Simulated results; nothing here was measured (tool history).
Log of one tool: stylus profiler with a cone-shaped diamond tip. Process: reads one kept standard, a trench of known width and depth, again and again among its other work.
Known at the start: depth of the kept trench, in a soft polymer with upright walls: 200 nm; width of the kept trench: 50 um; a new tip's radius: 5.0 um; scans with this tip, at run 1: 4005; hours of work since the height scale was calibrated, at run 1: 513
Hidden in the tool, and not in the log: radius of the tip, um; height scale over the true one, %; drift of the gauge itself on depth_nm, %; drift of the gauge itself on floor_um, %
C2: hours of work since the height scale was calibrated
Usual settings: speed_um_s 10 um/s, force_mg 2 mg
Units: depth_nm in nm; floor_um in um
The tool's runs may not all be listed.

Run 1, hour 0: usual settings; scans with this tip 4005; C2 513. Result: depth_nm 201.35 nm, floor_um 47.11 um.
Run 2, hour 22.2: usual settings but speed_um_s 4 um/s; scans with this tip 4111; C2 527. Result: depth_nm 201.3 nm, floor_um 47.21 um.
Run 3, hour 50.7: usual settings; scans with this tip 4248; C2 544. Result: depth_nm 201.27 nm, floor_um 47.15 um.
Run 4, hour 102.3: usual settings; scans with this tip 4495; C2 576. Result: depth_nm 201.27 nm, floor_um 47.15 um.
Run 5, hour 126: usual settings but force_mg 1.96 mg; scans with this tip 4608; C2 591. Result: depth_nm 201.21 nm, floor_um 47.15 um.
Run 6, hour 166.3: usual settings but speed_um_s 5 um/s, force_mg 1.96 mg; scans with this tip 4801; C2 615. Result: depth_nm 201.34 nm, floor_um 47.17 um.
Run 7, hour 196.8: usual settings but speed_um_s 5 um/s, force_mg 1.96 mg; scans with this tip 4947; C2 634. Result: depth_nm 201.33 nm, floor_um 47.14 um.
Run 8, hour 242.7: usual settings but speed_um_s 5 um/s, force_mg 1.96 mg; scans with this tip 5167; C2 662. Result: depth_nm 201.31 nm, floor_um 47.1 um.
Run 9, hour 278.8: usual settings but speed_um_s 5 um/s, force_mg 1.05 mg; scans with this tip 5340; C2 684. Result: depth_nm 200.79 nm, floor_um 47.2 um.
Run 10, hour 320.9: usual settings but speed_um_s 5 um/s, force_mg 1.05 mg; scans with this tip 5541; C2 710. Result: depth_nm 200.86 nm, floor_um 47.17 um.
Run 11, hour 342.9: usual settings but speed_um_s 8 um/s; scans with this tip 5647; C2 724. Result: depth_nm 201.31 nm, floor_um 47.12 um.
Run 12, hour 385.8: usual settings but speed_um_s 8 um/s; scans with this tip 5852; C2 750. Result: depth_nm 201.39 nm, floor_um 47.15 um.
Run 13, hour 432.8: usual settings but speed_um_s 8 um/s; scans with this tip 6077; C2 779. Result: depth_nm 201.44 nm, floor_um 47.16 um.
Run 14, hour 474.3: usual settings but speed_um_s 8 um/s; scans with this tip 6276; C2 804. Result: depth_nm 201.32 nm, floor_um 47.18 um.
Run 15, hour 515.4: usual settings but speed_um_s 8 um/s; scans with this tip 6473; C2 829. Result: depth_nm 201.33 nm, floor_um 47.14 um.
Run 16, hour 540.6: usual settings; scans with this tip 6593; C2 845. Result: depth_nm 201.25 nm, floor_um 47.1 um.
Run 17, hour 565.5: usual settings; scans with this tip 6712; C2 860. Result: depth_nm 201.3 nm, floor_um 47.15 um.
Run 18, hour 616: usual settings; scans with this tip 6954; C2 891. Result: depth_nm 201.29 nm, floor_um 47.07 um.
Run 19, hour 651.3: usual settings; scans with this tip 7123; C2 913. Result: depth_nm 201.26 nm, floor_um 47.14 um.
Run 20, hour 696.6: usual settings; scans with this tip 7340; C2 941. Result: depth_nm 201.32 nm, floor_um 47.09 um.
Run 21, hour 720.2: usual settings; scans with this tip 7453; C2 955. Result: depth_nm 201.35 nm, floor_um 47.09 um.
Run 22, hour 767.5: usual settings but force_mg 2.48 mg; scans with this tip 7679; C2 984. Result: depth_nm 201.55 nm, floor_um 47.2 um.
Run 23, hour 809.3: usual settings; scans with this tip 7880; C2 1010. Result: depth_nm 201.3 nm, floor_um 47.15 um.
Run 24, hour 840.7: usual settings but speed_um_s 8 um/s, force_mg 2.4 mg; scans with this tip 8030; C2 1029. Result: depth_nm 201.53 nm, floor_um 47.17 um.
Run 25, hour 872.7: usual settings but speed_um_s 3 um/s, force_mg 4.96 mg; scans with this tip 8183; C2 1049. Result: depth_nm 202.4 nm, floor_um 47.12 um.
Run 26, hour 902.4: usual settings but speed_um_s 7 um/s; scans with this tip 8325; C2 1067. Result: depth_nm 201.18 nm, floor_um 47.11 um.
Run 27, hour 925: usual settings but speed_um_s 7 um/s; scans with this tip 8434; C2 1081. Result: depth_nm 201.4 nm, floor_um 47.2 um.
Run 28, hour 968.1: usual settings but speed_um_s 7 um/s; scans with this tip 8640; C2 1107. Result: depth_nm 201.35 nm, floor_um 47.19 um.
Run 29, hour 993.6: usual settings but speed_um_s 3 um/s, force_mg 0.79 mg; scans with this tip 8762; C2 1123. Result: depth_nm 200.69 nm, floor_um 47.16 um.
Run 30, hour 1031: usual settings but speed_um_s 3 um/s, force_mg 0.79 mg; scans with this tip 8941; C2 1146. Result: depth_nm 200.68 nm, floor_um 47.17 um.
Run 31, hour 1064: usual settings but speed_um_s 3 um/s, force_mg 0.79 mg; scans with this tip 9099; C2 1166. Result: depth_nm 200.73 nm, floor_um 47.2 um.
Run 32, hour 1110.7: usual settings but speed_um_s 3 um/s, force_mg 0.79 mg; scans with this tip 9323; C2 1195. Result: depth_nm 200.68 nm, floor_um 47.17 um.
Run 33, hour 1146.8: usual settings but speed_um_s 3 um/s, force_mg 0.79 mg; scans with this tip 9496; C2 1217. Result: depth_nm 200.63 nm, floor_um 47.14 um.
Run 34, hour 1192.3: usual settings but speed_um_s 2 um/s, force_mg 1.6 mg; scans with this tip 9713; C2 1245. Result: depth_nm 201.2 nm, floor_um 47.19 um.
Run 35, hour 1226.7: usual settings but speed_um_s 2 um/s, force_mg 1.6 mg; scans with this tip 9878; C2 1266. Result: depth_nm 201.1 nm, floor_um 47.15 um.
Run 36, hour 1253.1: usual settings but speed_um_s 2 um/s, force_mg 1.6 mg; scans with this tip 10005; C2 1282. Result: depth_nm 201.14 nm, floor_um 47.19 um.
Run 37, hour 1291.6: usual settings but speed_um_s 2 um/s, force_mg 1.6 mg; scans with this tip 10189; C2 1306. Result: depth_nm 201.16 nm, floor_um 47.15 um.
Run 38, hour 1321: usual settings but speed_um_s 25 um/s, force_mg 1.22 mg; scans with this tip 10330; C2 1324. Result: depth_nm 200.94 nm, floor_um 47.02 um.
Run 39, hour 1352.6: usual settings but speed_um_s 3 um/s, force_mg 1.05 mg; scans with this tip 10481; C2 1343. Result: depth_nm 200.68 nm, floor_um 47.18 um.
Run 40, hour 1385.6: usual settings but speed_um_s 3 um/s, force_mg 1.05 mg; scans with this tip 10639; C2 1363. Result: depth_nm 200.79 nm, floor_um 47.15 um.
Run 41, hour 1412.8: usual settings but speed_um_s 3 um/s, force_mg 1.05 mg; scans with this tip 10769; C2 1380. Result: depth_nm 200.76 nm, floor_um 47.17 um.
Run 42, hour 1442.1: usual settings but speed_um_s 3 um/s, force_mg 1.05 mg; scans with this tip 10909; C2 1398. Result: depth_nm 200.81 nm, floor_um 47.14 um.
Run 43, hour 1479.1: usual settings but speed_um_s 3 um/s, force_mg 1.05 mg; scans with this tip 11086; C2 1421. Result: depth_nm 200.75 nm, floor_um 47.14 um.
Run 44, hour 1503.4: usual settings but speed_um_s 3 um/s, force_mg 1.05 mg; scans with this tip 11203; C2 1436. Result: depth_nm 200.89 nm, floor_um 47.17 um.
Run 45, hour 1538.1: usual settings but speed_um_s 3 um/s, force_mg 1.05 mg; scans with this tip 11369; C2 1457. Result: depth_nm 200.88 nm, floor_um 47.18 um.
Run 46, hour 1588.1: usual settings but speed_um_s 27 um/s, force_mg 5 mg; scans with this tip 11609; C2 1488. Result: depth_nm 202.41 nm, floor_um 47.08 um.

5 ways to go on from here, each from the tool as it stands after run 46. What would each give?
Run A, hour 1632.4: usual settings but speed_um_s 2 um/s, force_mg 1.9 mg; scans with this tip 11820; C2 1515. Result: depth_nm ?, floor_um ?.
Run B, hour 1632.4: usual settings but speed_um_s 5 um/s, force_mg 1.13 mg; scans with this tip 11820; C2 1515. Result: depth_nm ?, floor_um ?.
Run C, hour 1632.4: usual settings but speed_um_s 13 um/s, force_mg 0.69 mg; scans with this tip 11820; C2 1515. Result: depth_nm ?, floor_um ?.
Run D, hour 1632.4: usual settings but speed_um_s 17 um/s, force_mg 1.3 mg; scans with this tip 11820; C2 1515. Result: depth_nm ?, floor_um ?.
Run E, hour 1632.4: usual settings but speed_um_s 9 um/s, force_mg 4.92 mg; scans with this tip 11820; C2 1515. Result: depth_nm ?, floor_um ?.

run  depth_nm  floor_um
  A    201.35     47.22
  B    200.93     47.16
  C    200.68     47.09
  D       201      47.1
  E    202.42     47.18
Without the tool's hidden state the same runs would have given:
run  depth_nm  floor_um
  A    201.35     47.23
  B    200.93     47.17
  C    200.68      47.1
  D       201     47.11
  E    202.42     47.19
